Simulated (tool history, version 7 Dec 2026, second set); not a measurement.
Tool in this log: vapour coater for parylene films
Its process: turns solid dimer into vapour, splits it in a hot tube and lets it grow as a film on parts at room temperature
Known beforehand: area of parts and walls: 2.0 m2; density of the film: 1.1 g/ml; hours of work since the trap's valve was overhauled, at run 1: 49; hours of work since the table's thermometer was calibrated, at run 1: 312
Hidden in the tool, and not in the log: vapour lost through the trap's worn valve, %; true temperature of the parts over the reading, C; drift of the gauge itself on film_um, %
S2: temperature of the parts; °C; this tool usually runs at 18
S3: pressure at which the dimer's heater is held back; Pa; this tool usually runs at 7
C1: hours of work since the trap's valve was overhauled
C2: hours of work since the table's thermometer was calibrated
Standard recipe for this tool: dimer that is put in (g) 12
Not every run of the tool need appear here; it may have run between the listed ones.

Run 1, hour 0: usual settings; C1 49; C2 312. Result: thickness of the film (um) 4.21.
Run 2, hour 17.9: usual settings; C1 60; C2 323. Result: thickness of the film (um) 4.15.
Run 3, hour 28.4: usual settings; C1 67; C2 330. Result: thickness of the film (um) 4.19.
Run 4, hour 51.5: usual settings; C1 82; C2 345. Result: thickness of the film (um) 4.17.
Run 5, hour 72.6: usual settings; C1 95; C2 358. Result: thickness of the film (um) 4.15.
Run 6, hour 94.2: usual settings; C1 109; C2 372. Result: thickness of the film (um) 4.15.
Run 7, hour 115.4: usual settings; C1 122; C2 385. Result: thickness of the film (um) 4.15.
Run 8, hour 127.8: usual settings; C1 130; C2 393. Result: thickness of the film (um) 4.11.
Run 9, hour 142.8: usual settings; C1 139; C2 402. Result: thickness of the film (um) 4.12.
Run 10, hour 164.2: usual settings; C1 153; C2 416. Result: thickness of the film (um) 4.07.
Run 11, hour 186.5: usual settings; C1 167; C2 430. Result: thickness of the film (um) 4.03.
Run 12, hour 209.5: usual settings; C1 182; C2 445. Result: thickness of the film (um) 4.09.
Run 13, hour 226.1: usual settings; C1 192; C2 455. Result: thickness of the film (um) 4.12.
Run 14, hour 249.3: usual settings; C1 207; C2 470. Result: thickness of the film (um) 4.
Run 15, hour 272.6: usual settings but dimer that is put in (g) 15, S2 11 °C, S3 4.93 Pa; C1 222; C2 485. Result: thickness of the film (um) 6.35.
Run 16, hour 284: usual settings but dimer that is put in (g) 21, S2 24 °C, S3 9.28 Pa; C1 229; C2 492. Result: thickness of the film (um) 5.58.
Run 17, hour 305.2: usual settings but dimer that is put in (g) 8, S2 20 °C, S3 2.32 Pa; C1 242; C2 505. Result: thickness of the film (um) 2.68.
Run 18, hour 327.3: usual settings but dimer that is put in (g) 8, S2 20 °C, S3 2.32 Pa; C1 256; C2 519. Result: thickness of the film (um) 2.62.
At hour 339.3: trap's valve overhauled.
Run 19, hour 353.3: usual settings but dimer that is put in (g) 8, S2 20 °C, S3 2.32 Pa; C1 9; C2 533. Result: thickness of the film (um) 2.84.
Run 20, hour 363.5: usual settings but dimer that is put in (g) 14, S2 20 °C, S3 10.87 Pa; C1 15; C2 540. Result: thickness of the film (um) 4.44.
Run 21, hour 384.3: usual settings but dimer that is put in (g) 14, S2 20 °C, S3 10.87 Pa; C1 28; C2 553. Result: thickness of the film (um) 4.49.
Run 22, hour 397.3: usual settings but dimer that is put in (g) 7, S2 20 °C, S3 4.27 Pa; C1 37; C2 561. Result: thickness of the film (um) 2.42.
Run 23, hour 412.9: usual settings but dimer that is put in (g) 7, S2 20 °C, S3 4.27 Pa; C1 47; C2 571. Result: thickness of the film (um) 2.36.
Run 24, hour 429: usual settings but dimer that is put in (g) 6, S2 25 °C, S3 3.24 Pa; C1 57; C2 581. Result: thickness of the film (um) 1.69.
Run 25, hour 446.6: usual settings but dimer that is put in (g) 8, S2 21 °C, S3 3.27 Pa; C1 68; C2 592. Result: thickness of the film (um) 2.64.

Predict the results of run 26:
Run 26, hour 467.8: usual settings but dimer that is put in (g) 8, S2 29 °C, S3 3.27 Pa; C1 81; C2 606. Result: thickness of the film (um) ?.

Run 26 yielded thickness of the film (um) 1.92.
Had the tool carried no hidden state, the very same run would have given thickness of the film (um) 1.95.
